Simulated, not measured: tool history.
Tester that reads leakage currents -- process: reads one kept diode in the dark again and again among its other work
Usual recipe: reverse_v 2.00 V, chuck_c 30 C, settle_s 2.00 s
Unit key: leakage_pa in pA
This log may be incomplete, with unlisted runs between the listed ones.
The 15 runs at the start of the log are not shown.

run,hour,reverse_v,chuck_c,settle_s,leakage_pa
# hour 304.4: chuck's temperature calibrated
16,323.6,2.00,30,2.00,129.19
17,352.3,2.00,30,2.00,129.02
18,382.3,2.00,30,2.00,129.90
19,396.8,2.00,30,2.00,129.58
20,419.4,15.30,30,4.54,434.59
21,443.9,15.30,30,4.54,434.35
22,464.9,2.00,43,2.16,410.08
23,488.7,2.00,30,1.24,129.17
24,513.0,2.00,30,1.24,129.65
25,531.0,2.00,50,1.24,730.26
26,561.4,2.00,50,1.24,733.98
27,579.0,2.00,49,3.72,676.50

Run 28 has not been measured yet. What should we expect?
28,600.9,6.17,49,3.72,?

{"run 28": {"leakage_pa": 1317.83}}
The same run, on a tool lacking any hidden state, would have yielded leakage_pa 1318.15 pA.

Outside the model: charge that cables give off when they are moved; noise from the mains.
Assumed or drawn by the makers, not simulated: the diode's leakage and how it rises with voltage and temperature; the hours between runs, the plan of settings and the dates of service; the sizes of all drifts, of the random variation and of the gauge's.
